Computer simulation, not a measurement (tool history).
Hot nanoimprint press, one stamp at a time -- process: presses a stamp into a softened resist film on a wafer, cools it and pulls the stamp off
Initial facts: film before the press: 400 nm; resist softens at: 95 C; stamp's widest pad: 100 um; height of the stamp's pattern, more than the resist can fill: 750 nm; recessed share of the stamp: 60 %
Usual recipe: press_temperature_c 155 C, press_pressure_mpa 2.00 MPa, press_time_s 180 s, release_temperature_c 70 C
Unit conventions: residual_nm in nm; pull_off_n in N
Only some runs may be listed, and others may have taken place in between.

run 1 hour=0.0 | press_temperature_c=155 press_pressure_mpa=2.00 press_time_s=180 release_temperature_c=70 | residual_nm=208.6 pull_off_n=113
run 2 hour=9.8 | press_temperature_c=155 press_pressure_mpa=2.07 press_time_s=180 release_temperature_c=70 | residual_nm=205.1 pull_off_n=114
run 3 hour=20.6 | press_temperature_c=155 press_pressure_mpa=2.07 press_time_s=180 release_temperature_c=70 | residual_nm=206.6 pull_off_n=112
run 4 hour=39.4 | press_temperature_c=155 press_pressure_mpa=2.07 press_time_s=180 release_temperature_c=70 | residual_nm=204.0 pull_off_n=113
run 5 hour=56.3 | press_temperature_c=159 press_pressure_mpa=2.00 press_time_s=180 release_temperature_c=70 | residual_nm=165.2 pull_off_n=112
run 6 hour=68.8 | press_temperature_c=159 press_pressure_mpa=2.00 press_time_s=180 release_temperature_c=70 | residual_nm=162.3 pull_off_n=118
run 7 hour=87.8 | press_temperature_c=159 press_pressure_mpa=2.00 press_time_s=180 release_temperature_c=70 | residual_nm=165.0 pull_off_n=114
run 8 hour=110.2 | press_temperature_c=155 press_pressure_mpa=2.00 press_time_s=180 release_temperature_c=70 | residual_nm=207.1 pull_off_n=114
run 9 hour=130.4 | press_temperature_c=155 press_pressure_mpa=2.00 press_time_s=180 release_temperature_c=70 | residual_nm=205.8 pull_off_n=113
run 10 hour=140.3 | press_temperature_c=155 press_pressure_mpa=2.00 press_time_s=116 release_temperature_c=70 | residual_nm=244.3 pull_off_n=114
run 11 hour=155.1 | press_temperature_c=155 press_pressure_mpa=2.00 press_time_s=180 release_temperature_c=70 | residual_nm=206.8 pull_off_n=116
run 12 hour=173.1 | press_temperature_c=155 press_pressure_mpa=2.00 press_time_s=180 release_temperature_c=70 | residual_nm=209.2 pull_off_n=114
-- hour=194.9 stamp cleaned and given a new release coat
run 13 hour=199.3 | press_temperature_c=155 press_pressure_mpa=2.00 press_time_s=180 release_temperature_c=70 | residual_nm=204.7 pull_off_n=116
run 14 hour=215.4 | press_temperature_c=155 press_pressure_mpa=2.00 press_time_s=163 release_temperature_c=70 | residual_nm=215.2 pull_off_n=117
run 15 hour=231.0 | press_temperature_c=155 press_pressure_mpa=2.00 press_time_s=180 release_temperature_c=70 | residual_nm=208.8 pull_off_n=115
run 16 hour=247.9 | press_temperature_c=155 press_pressure_mpa=2.00 press_time_s=180 release_temperature_c=70 | residual_nm=208.9 pull_off_n=112
run 17 hour=263.0 | press_temperature_c=155 press_pressure_mpa=2.74 press_time_s=180 release_temperature_c=64 | residual_nm=184.1 pull_off_n=124
run 18 hour=273.7 | press_temperature_c=155 press_pressure_mpa=2.74 press_time_s=180 release_temperature_c=64 | residual_nm=181.1 pull_off_n=120
run 19 hour=296.3 | press_temperature_c=155 press_pressure_mpa=2.74 press_time_s=180 release_temperature_c=64 | residual_nm=183.7 pull_off_n=122
run 20 hour=309.6 | press_temperature_c=166 press_pressure_mpa=1.89 press_time_s=247 release_temperature_c=73 | residual_nm=96.0 pull_off_n=111
run 21 hour=326.4 | press_temperature_c=162 press_pressure_mpa=2.71 press_time_s=206 release_temperature_c=76 | residual_nm=110.1 pull_off_n=115
run 22 hour=346.4 | press_temperature_c=162 press_pressure_mpa=2.71 press_time_s=206 release_temperature_c=76 | residual_nm=112.1 pull_off_n=115
run 23 hour=361.4 | press_temperature_c=156 press_pressure_mpa=1.45 press_time_s=193 release_temperature_c=60 | residual_nm=215.3 pull_off_n=122
run 24 hour=383.2 | press_temperature_c=156 press_pressure_mpa=1.45 press_time_s=193 release_temperature_c=60 | residual_nm=217.2 pull_off_n=119
-- hour=404.1 plate thermocouple calibrated
run 25 hour=408.2 | press_temperature_c=156 press_pressure_mpa=1.45 press_time_s=193 release_temperature_c=60 | residual_nm=215.6 pull_off_n=122
run 26 hour=429.1 | press_temperature_c=152 press_pressure_mpa=2.00 press_time_s=180 release_temperature_c=63 | residual_nm=245.0 pull_off_n=122
run 27 hour=448.6 | press_temperature_c=153 press_pressure_mpa=1.72 press_time_s=180 release_temperature_c=70 | residual_nm=243.9 pull_off_n=118
run 28 hour=464.3 | press_temperature_c=151 press_pressure_mpa=2.00 press_time_s=307 release_temperature_c=70 | residual_nm=219.4 pull_off_n=114
run 29 hour=481.2 | press_temperature_c=151 press_pressure_mpa=2.00 press_time_s=307 release_temperature_c=70 | residual_nm=215.2 pull_off_n=123
run 30 hour=492.1 | press_temperature_c=158 press_pressure_mpa=2.00 press_time_s=307 release_temperature_c=70 | residual_nm=138.1 pull_off_n=112

Alternative continuations, all from the tool just after run 30; predict every row:
run A hour=511.9 | press_temperature_c=155 press_pressure_mpa=2.00 press_time_s=180 release_temperature_c=63 | residual_nm=? pull_off_n=?
run B hour=511.9 | press_temperature_c=155 press_pressure_mpa=1.39 press_time_s=152 release_temperature_c=70 | residual_nm=? pull_off_n=?
run C hour=511.9 | press_temperature_c=158 press_pressure_mpa=2.00 press_time_s=350 release_temperature_c=67 | residual_nm=? pull_off_n=?

run=A residual_nm=208.2 pull_off_n=120
run=B residual_nm=251.3 pull_off_n=113
run=C residual_nm=132.5 pull_off_n=120
Had the tool no hidden state, the same runs would have come out as:
run=A residual_nm=208.3 pull_off_n=119
run=B residual_nm=251.4 pull_off_n=113
run=C residual_nm=132.5 pull_off_n=120

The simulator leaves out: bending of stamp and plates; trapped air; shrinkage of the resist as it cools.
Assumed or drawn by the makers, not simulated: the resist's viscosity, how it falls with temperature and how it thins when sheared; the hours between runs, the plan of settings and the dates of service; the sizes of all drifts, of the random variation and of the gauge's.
